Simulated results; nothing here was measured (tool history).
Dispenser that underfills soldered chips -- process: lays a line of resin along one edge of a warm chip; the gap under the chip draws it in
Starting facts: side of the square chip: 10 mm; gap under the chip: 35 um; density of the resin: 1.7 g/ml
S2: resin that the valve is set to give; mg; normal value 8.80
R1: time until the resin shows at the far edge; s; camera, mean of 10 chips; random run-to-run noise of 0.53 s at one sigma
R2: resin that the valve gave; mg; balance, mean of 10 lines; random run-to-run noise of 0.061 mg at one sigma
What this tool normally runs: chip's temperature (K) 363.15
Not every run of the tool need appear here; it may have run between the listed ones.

Run 1, hour 0.0: usual settings. Result: R1 52.6 s, R2 8.32 mg.
Run 2, hour 2.3: usual settings. Result: R1 59.9 s, R2 8.16 mg.
Run 3, hour 5.1: usual settings. Result: R1 68.7 s, R2 8.09 mg.
At hour 8.2: dispensing valve cleaned and set on the balance.
At hour 8.9: new syringe of resin.
Run 4, hour 11.2: usual settings. Result: R1 47.2 s, R2 8.84 mg.
Run 5, hour 13.7: usual settings. Result: R1 54.8 s, R2 8.85 mg.
Run 6, hour 16.1: usual settings. Result: R1 61.5 s, R2 8.64 mg.
At hour 20.4: new syringe of resin.
Run 7, hour 21.2: usual settings but S2 11.29 mg. Result: R1 45.1 s, R2 11.30 mg.
Run 8, hour 24.9: usual settings. Result: R1 54.9 s, R2 8.69 mg.
Run 9, hour 29.6: usual settings. Result: R1 70.1 s, R2 8.74 mg.
At hour 31.8: new syringe of resin.
Run 10, hour 33.1: usual settings. Result: R1 47.2 s, R2 8.74 mg.
Run 11, hour 36.7: usual settings but S2 8.60 mg. Result: R1 57.6 s, R2 8.51 mg.
Run 12, hour 39.2: usual settings but S2 8.60 mg. Result: R1 66.7 s, R2 8.45 mg.
At hour 43.3: new syringe of resin.
Run 13, hour 44.5: usual settings but chip's temperature (K) 356.15, S2 9.04 mg. Result: R1 63.2 s, R2 8.83 mg.
Run 14, hour 48.1: usual settings but chip's temperature (K) 360.15. Result: R1 64.0 s, R2 8.64 mg.
Run 15, hour 51.9: usual settings but chip's temperature (K) 376.15, S2 7.73 mg. Result: R1 43.0 s, R2 7.60 mg.
At hour 54.6: new syringe of resin.
Run 16, hour 56.5: usual settings but chip's temperature (K) 375.15, S2 7.60 mg. Result: R1 32.3 s, R2 7.42 mg.
Run 17, hour 60.8: usual settings but chip's temperature (K) 375.15, S2 7.60 mg. Result: R1 38.5 s, R2 7.45 mg.
Run 18, hour 63.9: usual settings but chip's temperature (K) 374.15, S2 9.78 mg. Result: R1 45.8 s, R2 9.55 mg.
At hour 65.9: new syringe of resin.
Run 19, hour 67.5: usual settings but chip's temperature (K) 349.15, S2 7.79 mg. Result: R1 88.2 s, R2 7.47 mg.
Run 20, hour 72.5: usual settings but chip's temperature (K) 355.15, S2 9.28 mg. Result: R1 85.2 s, R2 9.12 mg.
At hour 77.2: new syringe of resin.
Run 21, hour 77.5: usual settings but chip's temperature (K) 355.15, S2 9.28 mg. Result: R1 63.0 s, R2 8.91 mg.
Run 22, hour 81.5: usual settings but chip's temperature (K) 354.15, S2 7.52 mg. Result: R1 84.5 s, R2 7.34 mg.

4 ways to go on from here, each from the tool as it stands after run 22. What would each give?
Run A, hour 86.0: usual settings but S2 8.92 mg. Result: R1 ?, R2 ?.
Run B, hour 86.0: usual settings but chip's temperature (K) 350.15, S2 10.93 mg. Result: R1 ?, R2 ?.
Run C, hour 86.0: usual settings but chip's temperature (K) 366.15, S2 10.10 mg. Result: R1 ?, R2 ?.
Run D, hour 86.0: usual settings but chip's temperature (K) 377.15, S2 7.66 mg. Result: R1 ?, R2 ?.

run     R1     R2
  A   70.1   8.66
  B  116.6  10.58
  C   60.6   9.73
  D   42.3   7.46
What these runs would have given with no unlogged condition in the tool:
run    R1     R2
  A  44.0   8.97
  B  73.2  10.95
  C  38.1  10.08
  D  26.3   7.73

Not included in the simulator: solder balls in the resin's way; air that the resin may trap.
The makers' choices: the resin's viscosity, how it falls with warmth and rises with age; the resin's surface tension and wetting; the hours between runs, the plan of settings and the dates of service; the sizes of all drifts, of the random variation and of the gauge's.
